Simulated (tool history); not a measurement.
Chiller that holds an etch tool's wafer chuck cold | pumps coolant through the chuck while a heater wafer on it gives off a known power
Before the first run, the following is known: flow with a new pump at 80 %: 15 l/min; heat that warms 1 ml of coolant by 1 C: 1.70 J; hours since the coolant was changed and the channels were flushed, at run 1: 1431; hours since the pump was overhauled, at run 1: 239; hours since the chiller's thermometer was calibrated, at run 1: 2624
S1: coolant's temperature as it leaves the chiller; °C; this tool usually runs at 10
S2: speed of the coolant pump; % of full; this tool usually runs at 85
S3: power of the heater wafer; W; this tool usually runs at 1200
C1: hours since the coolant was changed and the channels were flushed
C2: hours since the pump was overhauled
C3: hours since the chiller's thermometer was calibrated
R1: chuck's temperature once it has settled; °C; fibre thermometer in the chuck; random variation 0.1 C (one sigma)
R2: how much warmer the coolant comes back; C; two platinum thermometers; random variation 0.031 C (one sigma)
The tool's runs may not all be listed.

run 1 day=0 | S1=10 S2=85 S3=1200 | C1=1431 C2=239 C3=2624 | R1=18.8 R2=2.67
run 2 day=3.525 | S1=14 S2=85 S3=1200 | C1=1516 C2=324 C3=2708 | R1=22.9 R2=2.7
run 3 day=7.162 | S1=14 S2=85 S3=1200 | C1=1603 C2=411 C3=2796 | R1=22.9 R2=2.69
run 4 day=9.275 | S1=14 S2=85 S3=1200 | C1=1654 C2=462 C3=2846 | R1=22.8 R2=2.68
run 5 day=12.55 | S1=10 S2=79 S3=1200 | C1=1733 C2=540 C3=2925 | R1=19.4 R2=2.91
run 6 day=15.138 | S1=10 S2=70 S3=1200 | C1=1795 C2=602 C3=2987 | R1=20 R2=3.32
run 7 day=17.533 | S1=15 S2=70 S3=1200 | C1=1852 C2=660 C3=3045 | R1=25.2 R2=3.32
run 8 day=21.417 | S1=10 S2=85 S3=1200 | C1=1946 C2=753 C3=3138 | R1=18.8 R2=2.66
-- day=22.367 chiller's thermometer calibrated
run 9 day=24.675 | S1=10 S2=85 S3=1200 | C1=2023 C2=830 C3=55 | R1=19 R2=2.7
run 10 day=28.412 | S1=10 S2=85 S3=1200 | C1=2112 C2=920 C3=145 | R1=19.1 R2=2.71
run 11 day=30.946 | S1=10 S2=85 S3=1200 | C1=2173 C2=981 C3=206 | R1=19.1 R2=2.71
run 12 day=34.875 | S1=10 S2=79 S3=1200 | C1=2268 C2=1075 C3=300 | R1=19.5 R2=2.95
run 13 day=37.158 | S1=10 S2=85 S3=1200 | C1=2322 C2=1130 C3=355 | R1=19.2 R2=2.74
run 14 day=39.121 | S1=10 S2=85 S3=1200 | C1=2369 C2=1177 C3=402 | R1=19.1 R2=2.69
run 15 day=41.967 | S1=10 S2=85 S3=1200 | C1=2438 C2=1245 C3=470 | R1=19.3 R2=2.78
run 16 day=44.433 | S1=10 S2=85 S3=1200 | C1=2497 C2=1304 C3=530 | R1=19.3 R2=2.7
run 17 day=48.458 | S1=4 S2=85 S3=1200 | C1=2593 C2=1401 C3=626 | R1=13.3 R2=2.73
run 18 day=50.954 | S1=4 S2=91 S3=1200 | C1=2653 C2=1461 C3=686 | R1=12.8 R2=2.5
run 19 day=52.838 | S1=7 S2=85 S3=823 | C1=2699 C2=1506 C3=731 | R1=13.4 R2=1.86
run 20 day=56.542 | S1=1 S2=85 S3=752 | C1=2787 C2=1595 C3=820 | R1=7 R2=1.72
-- day=57.067 coolant pump overhauled
run 21 day=60.75 | S1=1 S2=85 S3=752 | C1=2883 C2=88 C3=916 | R1=7.1 R2=1.69
run 22 day=62.488 | S1=9 S2=89 S3=768 | C1=2925 C2=130 C3=958 | R1=14.9 R2=1.7
run 23 day=64.367 | S1=6 S2=85 S3=828 | C1=2970 C2=175 C3=1003 | R1=12.6 R2=1.93
run 24 day=67.167 | S1=6 S2=85 S3=828 | C1=3038 C2=242 C3=1070 | R1=12.5 R2=1.96
run 25 day=70 | S1=7 S2=62 S3=1200 | C1=3105 C2=310 C3=1138 | R1=18.8 R2=3.94
run 26 day=71.771 | S1=10 S2=85 S3=658 | C1=3148 C2=353 C3=1181 | R1=15.4 R2=1.59
run 27 day=75.146 | S1=20 S2=85 S3=1618 | C1=3229 C2=434 C3=1262 | R1=33.1 R2=3.83
-- day=77.212 coolant pump overhauled, once more
run 28 day=77.779 | S1=11 S2=61 S3=811 | C1=3287 C2=14 C3=1320 | R1=18.9 R2=2.55
run 29 day=81.183 | S1=3 S2=66 S3=1091 | C1=3369 C2=95 C3=1402 | R1=13.1 R2=3.2
run 30 day=83.042 | S1=17 S2=66 S3=1228 | C1=3413 C2=140 C3=1446 | R1=28.1 R2=3.62
run 31 day=86.983 | S1=10 S2=78 S3=1200 | C1=3508 C2=235 C3=1541 | R1=19.8 R2=2.93
run 32 day=90.25 | S1=10 S2=78 S3=1200 | C1=3586 C2=313 C3=1619 | R1=20 R2=2.94

Below, each run's measurement less what the same run would have read without the hidden state. Both values contain the same run-to-run variation, but the gauge's scatter may not be the same in both:
What the log doesn't record here: heat passed by the chuck's channels, % of clean ones'; flow at a given pump speed, % of a new pump's; coolant's true temperature over the reading, C; drift of the gauge itself on chuck_c, C; drift of the gauge itself on warmer_back_c, C.
run=1 R1=+0.4 R2=+0.02
run=2 R1=+0.4 R2=+0.02
run=3 R1=+0.5 R2=+0.03
run=4 R1=+0.4 R2=+0.03
run=5 R1=+0.5 R2=+0.04
run=6 R1=+0.6 R2=+0.04
run=7 R1=+0.6 R2=+0.05
run=8 R1=+0.5 R2=+0.04
run=9 R1=+0.7 R2=+0.05
run=10 R1=+0.7 R2=+0.06
run=11 R1=+0.8 R2=+0.06
run=12 R1=+0.8 R2=+0.07
run=13 R1=+0.8 R2=+0.07
run=14 R1=+0.8 R2=+0.08
run=15 R1=+0.8 R2=+0.08
run=16 R1=+0.9 R2=+0.08
run=17 R1=+0.9 R2=+0.09
run=18 R1=+0.9 R2=+0.08
run=19 R1=+0.6 R2=+0.06
run=20 R1=+0.6 R2=+0.07
run=21 R1=+0.6 R2=+0.08
run=22 R1=+0.6 R2=+0.08
run=23 R1=+0.7 R2=+0.09
run=24 R1=+0.7 R2=+0.09
run=25 R1=+1.4 R2=+0.2
run=26 R1=+0.6 R2=+0.08
run=27 R1=+1.7 R2=+0.2
run=28 R1=+0.8 R2=+0.02
run=29 R1=+1.1 R2=+0.02
run=30 R1=+1.2 R2=+0.03
run=31 R1=+1.1 R2=+0.03
run=32 R1=+1.1 R2=+0.03
